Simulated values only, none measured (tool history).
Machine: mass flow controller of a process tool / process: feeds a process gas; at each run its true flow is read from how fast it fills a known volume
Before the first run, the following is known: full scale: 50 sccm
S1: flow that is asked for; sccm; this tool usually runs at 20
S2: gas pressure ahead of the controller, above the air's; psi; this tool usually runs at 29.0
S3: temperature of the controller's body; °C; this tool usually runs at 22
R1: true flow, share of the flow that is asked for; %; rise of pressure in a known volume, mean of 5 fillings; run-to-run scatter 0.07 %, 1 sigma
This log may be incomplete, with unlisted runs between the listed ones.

{"run": 1, "day": 0.0, "S1": 20, "S2": 29.0, "S3": 22, "R1": 96.12}
{"run": 2, "day": 19.521, "S1": 20, "S2": 34.4, "S3": 22, "R1": 99.23}
{"run": 3, "day": 29.292, "S1": 20, "S2": 34.4, "S3": 22, "R1": 99.05}
{"run": 4, "day": 45.117, "S1": 20, "S2": 34.4, "S3": 22, "R1": 98.88}
{"run": 5, "day": 58.183, "S1": 20, "S2": 29.0, "S3": 29, "R1": 98.8}
{"run": 6, "day": 71.854, "S1": 20, "S2": 29.0, "S3": 29, "R1": 98.6}
{"run": 7, "day": 86.046, "S1": 20, "S2": 29.0, "S3": 29, "R1": 98.54}
{"run": 8, "day": 104.408, "S1": 36, "S2": 22.8, "S3": 23, "R1": 99.73}
{"run": 9, "day": 119.629, "S1": 36, "S2": 22.8, "S3": 23, "R1": 99.68}
{"run": 10, "day": 142.292, "S1": 8, "S2": 23.1, "S3": 38, "R1": 94.96}

Put back what was entered between runs (1 entry, withheld): which listed runs does each sit between, and how does the hidden state differ from the listed run before to the listed run after?
Logged between run 1 and run 2: controller's zero set anew (day 14.750)
  flow at rest that the sensor doesn't see, % of full scale: -1.361 -> -0.071; true flow over the shown one, %: 0.39 -> 0.42
  what was measured, less what the result would be without the hidden state, R1: -3.01 -> +0.24 %
